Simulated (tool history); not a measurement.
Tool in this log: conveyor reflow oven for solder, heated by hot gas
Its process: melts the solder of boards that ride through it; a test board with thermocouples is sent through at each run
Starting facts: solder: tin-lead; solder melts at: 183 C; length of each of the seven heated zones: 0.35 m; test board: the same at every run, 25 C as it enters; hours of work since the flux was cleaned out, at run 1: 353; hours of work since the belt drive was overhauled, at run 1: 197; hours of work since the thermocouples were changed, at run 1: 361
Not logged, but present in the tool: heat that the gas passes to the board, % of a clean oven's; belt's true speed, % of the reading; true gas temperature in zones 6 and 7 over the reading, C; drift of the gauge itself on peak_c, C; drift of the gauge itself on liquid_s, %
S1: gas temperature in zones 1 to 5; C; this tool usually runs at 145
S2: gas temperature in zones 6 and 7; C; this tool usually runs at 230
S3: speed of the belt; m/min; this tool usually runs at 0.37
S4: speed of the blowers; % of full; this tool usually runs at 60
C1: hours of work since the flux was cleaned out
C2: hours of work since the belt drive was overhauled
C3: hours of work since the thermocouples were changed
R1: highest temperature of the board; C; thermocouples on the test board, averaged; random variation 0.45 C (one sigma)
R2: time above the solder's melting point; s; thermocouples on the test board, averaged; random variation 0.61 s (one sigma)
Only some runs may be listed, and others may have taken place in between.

run 1 day=0 | S1=145 S2=230 S3=0.37 S4=60 | C1=353 C2=197 C3=361 | R1=214.7 R2=84.2
run 2 day=0.296 | S1=145 S2=230 S3=0.37 S4=60 | C1=358 C2=202 C3=366 | R1=213.5 R2=85.5
run 3 day=0.779 | S1=145 S2=230 S3=0.37 S4=60 | C1=365 C2=210 C3=374 | R1=213.8 R2=84.1
run 4 day=1.275 | S1=145 S2=230 S3=0.37 S4=60 | C1=373 C2=218 C3=382 | R1=213.7 R2=84.9
-- day=1.742 flux residue cleaned out of gas plates and filters
run 5 day=1.996 | S1=145 S2=230 S3=0.37 S4=60 | C1=4 C2=226 C3=390 | R1=215.9 R2=89.2
run 6 day=2.475 | S1=145 S2=230 S3=0.37 S4=60 | C1=12 C2=233 C3=397 | R1=215.9 R2=89.4
run 7 day=2.692 | S1=145 S2=230 S3=0.37 S4=60 | C1=15 C2=237 C3=401 | R1=216.5 R2=88.7
run 8 day=3.108 | S1=145 S2=230 S3=0.37 S4=60 | C1=22 C2=244 C3=408 | R1=216.5 R2=87.6
run 9 day=3.546 | S1=145 S2=230 S3=0.37 S4=60 | C1=29 C2=251 C3=415 | R1=215.9 R2=89.5
run 10 day=3.871 | S1=145 S2=230 S3=0.425 S4=60 | C1=34 C2=256 C3=420 | R1=212.1 R2=71.6
run 11 day=4.183 | S1=145 S2=230 S3=0.37 S4=60 | C1=39 C2=261 C3=425 | R1=215.7 R2=88.2
run 12 day=4.517 | S1=145 S2=230 S3=0.37 S4=52 | C1=44 C2=266 C3=430 | R1=214.6 R2=85.5
run 13 day=5.021 | S1=145 S2=230 S3=0.37 S4=52 | C1=52 C2=274 C3=438 | R1=214.5 R2=85.4
run 14 day=5.262 | S1=145 S2=230 S3=0.37 S4=52 | C1=56 C2=278 C3=442 | R1=214.5 R2=86.1
run 15 day=5.496 | S1=145 S2=230 S3=0.37 S4=52 | C1=60 C2=282 C3=446 | R1=214.6 R2=85.1
run 16 day=5.938 | S1=145 S2=230 S3=0.37 S4=69 | C1=67 C2=289 C3=453 | R1=217.3 R2=90.5
run 17 day=6.454 | S1=145 S2=224 S3=0.397 S4=69 | C1=75 C2=297 C3=461 | R1=210.6 R2=76.6
run 18 day=6.962 | S1=145 S2=230 S3=0.37 S4=78 | C1=83 C2=305 C3=469 | R1=218.3 R2=92.8
run 19 day=7.417 | S1=132 S2=226 S3=0.37 S4=52 | C1=91 C2=312 C3=476 | R1=207.4 R2=70.4
run 20 day=7.875 | S1=149 S2=230 S3=0.37 S4=82 | C1=98 C2=320 C3=484 | R1=219.3 R2=94.9
run 21 day=8.138 | S1=145 S2=230 S3=0.37 S4=69 | C1=102 C2=324 C3=488 | R1=217.2 R2=91.2
run 22 day=8.596 | S1=145 S2=230 S3=0.351 S4=74 | C1=109 C2=331 C3=495 | R1=219.3 R2=98.6
run 23 day=9.071 | S1=130 S2=230 S3=0.415 S4=57 | C1=117 C2=339 C3=503 | R1=207.8 R2=60
run 24 day=9.512 | S1=139 S2=229 S3=0.425 S4=74 | C1=124 C2=346 C3=510 | R1=212.3 R2=68.7
run 25 day=9.758 | S1=145 S2=238 S3=0.37 S4=60 | C1=128 C2=350 C3=514 | R1=222.4 R2=94.2
run 26 day=10.283 | S1=145 S2=238 S3=0.368 S4=60 | C1=136 C2=358 C3=522 | R1=223 R2=95.7
run 27 day=10.579 | S1=145 S2=238 S3=0.368 S4=60 | C1=141 C2=363 C3=527 | R1=222.5 R2=96.7
run 28 day=11.029 | S1=134 S2=241 S3=0.44 S4=80 | C1=148 C2=370 C3=534 | R1=221.5 R2=74
run 29 day=11.367 | S1=156 S2=241 S3=0.409 S4=80 | C1=154 C2=375 C3=540 | R1=226.9 R2=95.7
run 30 day=11.783 | S1=156 S2=241 S3=0.409 S4=80 | C1=160 C2=382 C3=546 | R1=227.4 R2=95.8

Predict each of these 3 candidate next runs independently; none follows another, all start after run 30:
run A day=12.038 | S1=145 S2=230 S3=0.392 S4=60 | C1=164 C2=386 C3=550 | R1=? R2=?
run B day=12.038 | S1=145 S2=230 S3=0.37 S4=60 | C1=164 C2=386 C3=550 | R1=? R2=?
run C day=12.038 | S1=147 S2=226 S3=0.37 S4=51 | C1=164 C2=386 C3=550 | R1=? R2=?

run=A R1=213.3 R2=79.2
run=B R1=215 R2=86.9
run=C R1=210.4 R2=80.5
What these runs would have given with no unlogged condition in the tool:
run=A R1=215.2 R2=81.2
run=B R1=216.9 R2=88.8
run=C R1=212.1 R2=82.6
